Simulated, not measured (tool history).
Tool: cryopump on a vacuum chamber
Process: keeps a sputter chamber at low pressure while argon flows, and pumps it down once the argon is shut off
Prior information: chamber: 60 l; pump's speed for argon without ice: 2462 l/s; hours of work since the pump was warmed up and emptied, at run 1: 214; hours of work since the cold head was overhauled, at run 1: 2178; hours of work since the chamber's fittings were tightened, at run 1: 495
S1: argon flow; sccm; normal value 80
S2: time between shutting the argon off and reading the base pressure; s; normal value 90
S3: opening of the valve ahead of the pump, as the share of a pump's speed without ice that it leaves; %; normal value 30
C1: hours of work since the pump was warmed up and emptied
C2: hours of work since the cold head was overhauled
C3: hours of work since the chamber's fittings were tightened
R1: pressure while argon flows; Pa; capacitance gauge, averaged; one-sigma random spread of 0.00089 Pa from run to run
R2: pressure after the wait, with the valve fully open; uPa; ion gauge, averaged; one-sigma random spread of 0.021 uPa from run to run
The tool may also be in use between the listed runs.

{"run": 1, "day": 0.0, "S1": 80, "S2": 90, "S3": 30, "C1": 214, "C2": 2178, "C3": 495, "R1": 0.187, "R2": 0.5}
{"run": 2, "day": 3.717, "S1": 80, "S2": 90, "S3": 30, "C1": 277, "C2": 2241, "C3": 557, "R1": 0.1865, "R2": 0.53}
{"run": 3, "day": 8.558, "S1": 138, "S2": 90, "S3": 30, "C1": 358, "C2": 2323, "C3": 639, "R1": 0.327, "R2": 0.56}
{"run": 4, "day": 13.2, "S1": 58, "S2": 90, "S3": 30, "C1": 437, "C2": 2401, "C3": 717, "R1": 0.1369, "R2": 0.59}
{"run": 5, "day": 17.975, "S1": 58, "S2": 90, "S3": 30, "C1": 517, "C2": 2481, "C3": 798, "R1": 0.1384, "R2": 0.65}
{"run": 6, "day": 22.846, "S1": 58, "S2": 90, "S3": 30, "C1": 599, "C2": 2564, "C3": 880, "R1": 0.1395, "R2": 0.69}
{"run": 7, "day": 25.658, "S1": 60, "S2": 90, "S3": 30, "C1": 647, "C2": 2611, "C3": 927, "R1": 0.1443, "R2": 0.65}
{"run": 8, "day": 28.875, "S1": 60, "S2": 90, "S3": 30, "C1": 701, "C2": 2665, "C3": 981, "R1": 0.1444, "R2": 0.69}
{"run": 9, "day": 33.204, "S1": 68, "S2": 90, "S3": 25, "C1": 774, "C2": 2738, "C3": 1054, "R1": 0.1962, "R2": 0.73}
{"run": 10, "day": 36.238, "S1": 82, "S2": 37, "S3": 25, "C1": 825, "C2": 2789, "C3": 1106, "R1": 0.2398, "R2": 1.05}
{"run": 11, "day": 38.588, "S1": 47, "S2": 38, "S3": 22, "C1": 865, "C2": 2829, "C3": 1145, "R1": 0.1546, "R2": 1.12}
{"day": 41.133, "done": "pump warmed up, emptied and cooled again"}
{"run": 12, "day": 42.029, "S1": 47, "S2": 38, "S3": 22, "C1": 15, "C2": 2884, "C3": 1200, "R1": 0.1488, "R2": 0.97}
{"run": 13, "day": 47.058, "S1": 47, "S2": 38, "S3": 22, "C1": 100, "C2": 2968, "C3": 1284, "R1": 0.1488, "R2": 1.03}
{"run": 14, "day": 49.367, "S1": 47, "S2": 38, "S3": 22, "C1": 139, "C2": 3007, "C3": 1323, "R1": 0.1497, "R2": 1.05}
{"run": 15, "day": 54.538, "S1": 80, "S2": 23, "S3": 59, "C1": 226, "C2": 3094, "C3": 1411, "R1": 0.0977, "R2": 1.42}

What if the next run were any one of these 4? Each begins from the tool's condition after run 15:
{"run": "A", "day": 58.042, "S1": 54, "S2": 154, "S3": 59, "C1": 285, "C2": 3153, "C3": 1470, "R1": "?", "R2": "?"}
{"run": "B", "day": 58.042, "S1": 94, "S2": 26, "S3": 24, "C1": 285, "C2": 3153, "C3": 1470, "R1": "?", "R2": "?"}
{"run": "C", "day": 58.042, "S1": 80, "S2": 90, "S3": 39, "C1": 285, "C2": 3153, "C3": 1470, "R1": "?", "R2": "?"}
{"run": "D", "day": 58.042, "S1": 61, "S2": 35, "S3": 52, "C1": 285, "C2": 3153, "C3": 1470, "R1": "?", "R2": "?"}

run=A R1=0.0662 R2=0.72
run=B R1=0.2742 R2=1.30
run=C R1=0.1451 R2=0.79
run=D R1=0.0847 R2=1.14
The same runs, with their run-to-run variation unchanged, on a tool lacking any hidden condition would have given:
run=A R1=0.0627 R2=0.28
run=B R1=0.2683 R2=0.87
run=C R1=0.1400 R2=0.35
run=D R1=0.0808 R2=0.72
